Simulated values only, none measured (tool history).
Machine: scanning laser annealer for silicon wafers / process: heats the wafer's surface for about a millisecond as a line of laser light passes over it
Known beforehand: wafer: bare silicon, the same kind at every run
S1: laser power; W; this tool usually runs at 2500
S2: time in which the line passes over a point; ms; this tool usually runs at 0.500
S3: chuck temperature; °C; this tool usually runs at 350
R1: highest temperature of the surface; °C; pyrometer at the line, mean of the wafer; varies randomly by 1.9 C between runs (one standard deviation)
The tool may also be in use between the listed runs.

| run | day | S1 | S2 | S3 | R1 |
|---|---|---|---|---|---|
| 1 | 0.000 | 2500 | 0.500 | 350 | 1080 |
| 2 | 0.617 | 2500 | 0.395 | 350 | 1006 |
| 3 | 1.321 | 2500 | 0.500 | 350 | 1079 |
| 4 | 1.696 | 2500 | 0.500 | 350 | 1082 |
| 5 | 2.429 | 2500 | 0.500 | 350 | 1078 |
| 6 | 3.208 | 2500 | 0.500 | 350 | 1078 |
| 7 | 3.633 | 2500 | 0.500 | 350 | 1079 |
| 8 | 4.021 | 2299 | 0.500 | 350 | 1021 |
| 9 | 4.646 | 2500 | 0.414 | 350 | 1014 |
| 10 | 5.462 | 2500 | 0.500 | 350 | 1078 |
|  | 5.658 | laser's power meter calibrated |
| 11 | 6.146 | 2500 | 0.617 | 350 | 1155 |
| 12 | 6.688 | 2431 | 0.500 | 350 | 1062 |
| 13 | 7.112 | 2431 | 0.500 | 350 | 1058 |
| 14 | 7.546 | 2500 | 0.360 | 350 | 975 |
| 15 | 8.146 | 2500 | 0.360 | 342 | 965 |
| 16 | 8.854 | 2267 | 0.500 | 330 | 991 |
| 17 | 9.704 | 2267 | 0.500 | 330 | 989 |
|  | 10.383 | laser's power meter calibrated, once more |
| 18 | 10.475 | 2267 | 0.355 | 340 | 899 |
| 19 | 11.196 | 2267 | 0.355 | 341 | 905 |
| 20 | 12.008 | 2486 | 0.351 | 353 | 962 |
| 21 | 12.808 | 2486 | 0.351 | 353 | 961 |
| 22 | 13.258 | 2131 | 0.585 | 372 | 1040 |
| 23 | 14.029 | 2712 | 0.562 | 332 | 1156 |
| 24 | 14.888 | 2712 | 0.538 | 339 | 1147 |
| 25 | 15.721 | 2410 | 0.580 | 339 | 1085 |
| 26 | 16.133 | 2539 | 0.580 | 331 | 1116 |
| 27 | 16.879 | 2695 | 0.579 | 312 | 1144 |
| 28 | 17.679 | 2695 | 0.579 | 312 | 1141 |
| 29 | 18.529 | 2482 | 0.520 | 362 | 1092 |

Predict each of these 5 candidate next runs independently; none follows another, all start after run 29:
| A | 19.033 | 2482 | 0.403 | 362 | ? |
| B | 19.033 | 2672 | 0.401 | 311 | ? |
| C | 19.033 | 2463 | 0.497 | 350 | ? |
| D | 19.033 | 2272 | 0.355 | 312 | ? |
| E | 19.033 | 2418 | 0.520 | 362 | ? |

| run | R1 |
|---|---|
| A | 1008 |
| B | 1001 |
| C | 1057 |
| D | 870 |
| E | 1072 |
With the hidden condition removed and each run's random variation left untouched, the same runs would have given:
| run | R1 |
|---|---|
| A | 1030 |
| B | 1026 |
| C | 1082 |
| D | 890 |
| E | 1097 |
